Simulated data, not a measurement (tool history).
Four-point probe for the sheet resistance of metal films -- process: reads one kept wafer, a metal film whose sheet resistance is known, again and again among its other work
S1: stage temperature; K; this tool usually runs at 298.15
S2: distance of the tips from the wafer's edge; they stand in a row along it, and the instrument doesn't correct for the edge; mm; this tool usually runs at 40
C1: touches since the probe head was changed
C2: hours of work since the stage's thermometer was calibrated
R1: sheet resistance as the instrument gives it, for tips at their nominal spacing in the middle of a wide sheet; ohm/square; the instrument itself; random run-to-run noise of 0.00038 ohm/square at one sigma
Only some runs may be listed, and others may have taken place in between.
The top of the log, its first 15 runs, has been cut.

run,day,S1,S2,C1,C2,R1
16,23.362,298.15,40,12373,435,1.909709
17,25.579,298.15,40,14107,460,1.910916
18,27.596,298.15,40,15681,483,1.911057
19,28.642,298.15,6,16499,494,1.922794
20,30.408,299.15,40,17878,514,1.911832
21,32.475,298.15,40,19495,538,1.913165
22,33.558,298.15,40,20340,550,1.912588
23,35.788,298.15,40,22081,576,1.912979
24,37.792,296.15,6,23646,598,1.926346

Run 25 comes next. What will it give?
25,38.708,296.15,58,24363,609,?

Run 25 came out at R1 1.916192 ohm/square.
Take away the tool's hidden state, keep the run-to-run variation as it was, and the same run would have given R1 1.901166 ohm/square.
